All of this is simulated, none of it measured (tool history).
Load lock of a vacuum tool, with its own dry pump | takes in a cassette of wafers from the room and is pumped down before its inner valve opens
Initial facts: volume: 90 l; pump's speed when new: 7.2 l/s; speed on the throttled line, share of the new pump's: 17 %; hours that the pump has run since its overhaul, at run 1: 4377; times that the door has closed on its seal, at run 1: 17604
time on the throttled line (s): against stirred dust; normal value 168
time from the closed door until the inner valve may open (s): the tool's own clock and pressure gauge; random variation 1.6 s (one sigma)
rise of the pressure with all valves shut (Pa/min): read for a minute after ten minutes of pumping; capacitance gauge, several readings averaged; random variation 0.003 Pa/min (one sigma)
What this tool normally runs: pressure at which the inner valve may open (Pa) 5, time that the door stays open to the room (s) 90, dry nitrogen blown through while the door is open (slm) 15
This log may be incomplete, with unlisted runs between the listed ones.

run	hour	time on the throttled line (s)	pressure at which the inner valve may open (Pa)	time that the door stays open to the room (s)	dry nitrogen blown through while the door is open (slm)	hours that the pump has run since its overhaul	times that the door has closed on its seal	incoming humidity of the room's air, %	time from the closed door until the inner valve may open (s)	rise of the pressure with all valves shut (Pa/min)
1	0.0	168	5	90	15	4377	17604	41.4	264.4	0.036
2	188.2	168	5	90	15	4566	17913	45.8	265.7	0.035
3	357.3	168	5	90	11	4735	18192	43.3	263.5	0.039
4	470.6	168	5	90	11	4848	18378	42.1	262.1	0.041
5	743.1	168	5	29	11	5120	18827	48.0	261.9	0.023
6	867.6	168	5	190	11	5245	19032	44.9	264.2	0.067
7	1002.7	168	5	90	36	5380	19254	43.3	263.4	0.029
8	1193.0	168	5	90	36	5570	19567	44.5	264.3	0.029
9	1352.3	168	5	90	36	5730	19830	45.6	263.8	0.032
10	1540.0	85	5	90	36	5917	20139	41.7	194.7	0.026

What does the tool deliver on the next run?
11	1785.2	90	5	90	15	6163	20542	40.7	?	?

Run 11 yielded time from the closed door until the inner valve may open (s) 198.1, rise of the pressure with all valves shut (Pa/min) 0.042.
The same run, on a tool lacking any hidden state, would have yielded time from the closed door until the inner valve may open (s) 198.0, rise of the pressure with all valves shut (Pa/min) 0.041.

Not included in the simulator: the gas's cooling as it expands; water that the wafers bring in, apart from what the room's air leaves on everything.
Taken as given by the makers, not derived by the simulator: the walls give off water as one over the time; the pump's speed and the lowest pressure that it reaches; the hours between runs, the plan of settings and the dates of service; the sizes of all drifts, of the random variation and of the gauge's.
